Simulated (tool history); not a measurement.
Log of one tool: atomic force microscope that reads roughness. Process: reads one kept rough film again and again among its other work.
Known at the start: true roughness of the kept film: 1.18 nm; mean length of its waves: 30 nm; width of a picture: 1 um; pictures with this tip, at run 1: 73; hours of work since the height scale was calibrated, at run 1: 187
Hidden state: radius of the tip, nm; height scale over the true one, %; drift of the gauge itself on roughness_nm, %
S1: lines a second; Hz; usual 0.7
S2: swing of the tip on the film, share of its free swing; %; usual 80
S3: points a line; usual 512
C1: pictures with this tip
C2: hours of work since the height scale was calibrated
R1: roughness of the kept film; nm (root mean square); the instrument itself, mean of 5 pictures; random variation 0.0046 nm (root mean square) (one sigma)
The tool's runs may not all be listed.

run 1 hour=0 | S1=0.7 S2=80 S3=512 | C1=73 C2=187 | R1=1.059
run 2 hour=19 | S1=2.869 S2=80 S3=512 | C1=99 C2=195 | R1=0.917
run 3 hour=33.7 | S1=0.7 S2=80 S3=730 | C1=119 C2=201 | R1=1.036
run 4 hour=48 | S1=0.7 S2=76 S3=512 | C1=139 C2=208 | R1=1.041
-- hour=54 new tip fitted
run 5 hour=73.5 | S1=0.7 S2=76 S3=512 | C1=27 C2=218 | R1=1.071
run 6 hour=92.6 | S1=0.7 S2=80 S3=301 | C1=53 C2=226 | R1=1.059
run 7 hour=107.7 | S1=0.7 S2=80 S3=471 | C1=74 C2=232 | R1=1.05
run 8 hour=124 | S1=0.7 S2=80 S3=471 | C1=97 C2=239 | R1=1.044
run 9 hour=134.8 | S1=0.7 S2=80 S3=471 | C1=111 C2=244 | R1=1.044
run 10 hour=153 | S1=0.7 S2=80 S3=471 | C1=136 C2=252 | R1=1.034
-- hour=160.3 new tip fitted
run 11 hour=168.5 | S1=2.148 S2=80 S3=512 | C1=11 C2=258 | R1=0.986
run 12 hour=189.2 | S1=2.148 S2=80 S3=512 | C1=40 C2=267 | R1=0.981
run 13 hour=211.3 | S1=2.148 S2=80 S3=512 | C1=70 C2=276 | R1=0.967
run 14 hour=231.7 | S1=2.148 S2=80 S3=512 | C1=98 C2=285 | R1=0.957
run 15 hour=248.3 | S1=2.148 S2=80 S3=512 | C1=121 C2=292 | R1=0.954
-- hour=265.7 new tip fitted
run 16 hour=269.9 | S1=2.148 S2=80 S3=512 | C1=6 C2=300 | R1=0.988
run 17 hour=282.5 | S1=0.724 S2=80 S3=512 | C1=23 C2=306 | R1=1.068
run 18 hour=304.4 | S1=0.505 S2=80 S3=512 | C1=53 C2=315 | R1=1.072
run 19 hour=321.1 | S1=0.505 S2=80 S3=512 | C1=76 C2=322 | R1=1.073
run 20 hour=342.3 | S1=0.505 S2=74 S3=512 | C1=105 C2=331 | R1=1.062
run 21 hour=353 | S1=0.505 S2=74 S3=512 | C1=120 C2=335 | R1=1.049
-- hour=371.4 new tip fitted
run 22 hour=375.6 | S1=0.7 S2=80 S3=349 | C1=6 C2=345 | R1=1.075
run 23 hour=396.3 | S1=0.7 S2=80 S3=349 | C1=34 C2=354 | R1=1.062
run 24 hour=414.1 | S1=0.7 S2=80 S3=349 | C1=59 C2=361 | R1=1.051
run 25 hour=437.5 | S1=0.7 S2=80 S3=349 | C1=91 C2=371 | R1=1.04
run 26 hour=453.1 | S1=0.952 S2=66 S3=382 | C1=113 C2=377 | R1=1.041
run 27 hour=469.9 | S1=2.15 S2=85 S3=263 | C1=136 C2=385 | R1=0.897
-- hour=477.7 new tip fitted
run 28 hour=485.5 | S1=1.392 S2=55 S3=351 | C1=11 C2=391 | R1=1.088
run 29 hour=501.4 | S1=1.392 S2=58 S3=327 | C1=33 C2=398 | R1=1.077
run 30 hour=520.8 | S1=2.62 S2=58 S3=327 | C1=60 C2=406 | R1=1.044
run 31 hour=541.1 | S1=3.872 S2=89 S3=373 | C1=88 C2=414 | R1=0.792
run 32 hour=565.3 | S1=0.7 S2=83 S3=575 | C1=121 C2=425 | R1=1.03
-- hour=582.8 new tip fitted
run 33 hour=585.9 | S1=0.7 S2=83 S3=575 | C1=4 C2=433 | R1=1.059
run 34 hour=596.3 | S1=0.7 S2=62 S3=804 | C1=18 C2=437 | R1=1.1
run 35 hour=606.8 | S1=0.7 S2=62 S3=804 | C1=33 C2=442 | R1=1.098
run 36 hour=621.8 | S1=0.7 S2=62 S3=804 | C1=53 C2=448 | R1=1.09
run 37 hour=644.8 | S1=3.946 S2=59 S3=823 | C1=85 C2=458 | R1=1.022
run 38 hour=666.3 | S1=3.946 S2=59 S3=823 | C1=115 C2=467 | R1=1.006
-- hour=689.2 new tip fitted
run 39 hour=691.8 | S1=3.946 S2=59 S3=823 | C1=3 C2=477 | R1=1.044
run 40 hour=701.9 | S1=0.7 S2=74 S3=512 | C1=17 C2=482 | R1=1.078
run 41 hour=712.3 | S1=0.691 S2=79 S3=764 | C1=32 C2=486 | R1=1.07
run 42 hour=734.8 | S1=0.732 S2=60 S3=462 | C1=63 C2=496 | R1=1.082
run 43 hour=758.8 | S1=0.732 S2=60 S3=462 | C1=96 C2=506 | R1=1.065
run 44 hour=779.1 | S1=0.732 S2=60 S3=462 | C1=124 C2=514 | R1=1.052
-- hour=795.4 new tip fitted
run 45 hour=798.1 | S1=0.732 S2=60 S3=462 | C1=3 C2=522 | R1=1.098
run 46 hour=816.8 | S1=1.892 S2=80 S3=1002 | C1=29 C2=530 | R1=0.991
run 47 hour=829 | S1=0.617 S2=70 S3=1002 | C1=46 C2=535 | R1=1.073
run 48 hour=845.8 | S1=3.448 S2=78 S3=478 | C1=69 C2=542 | R1=0.907
run 49 hour=868 | S1=0.921 S2=82 S3=510 | C1=100 C2=552 | R1=1.019
run 50 hour=887.4 | S1=1.694 S2=80 S3=276 | C1=127 C2=560 | R1=0.958

Forecast each of these 4 alternatives for the next run:
run A hour=898.4 | S1=2.812 S2=82 S3=282 | C1=142 C2=564 | R1=?
run B hour=898.4 | S1=2.232 S2=63 S3=266 | C1=142 C2=564 | R1=?
run C hour=898.4 | S1=1.694 S2=65 S3=869 | C1=142 C2=564 | R1=?
run D hour=898.4 | S1=0.61 S2=64 S3=462 | C1=142 C2=564 | R1=?

run=A R1=0.884
run=B R1=1.003
run=C R1=1.026
run=D R1=1.052
Without the tool's hidden state the same runs would have given:
run=A R1=0.941
run=B R1=1.068
run=C R1=1.092
run=D R1=1.12
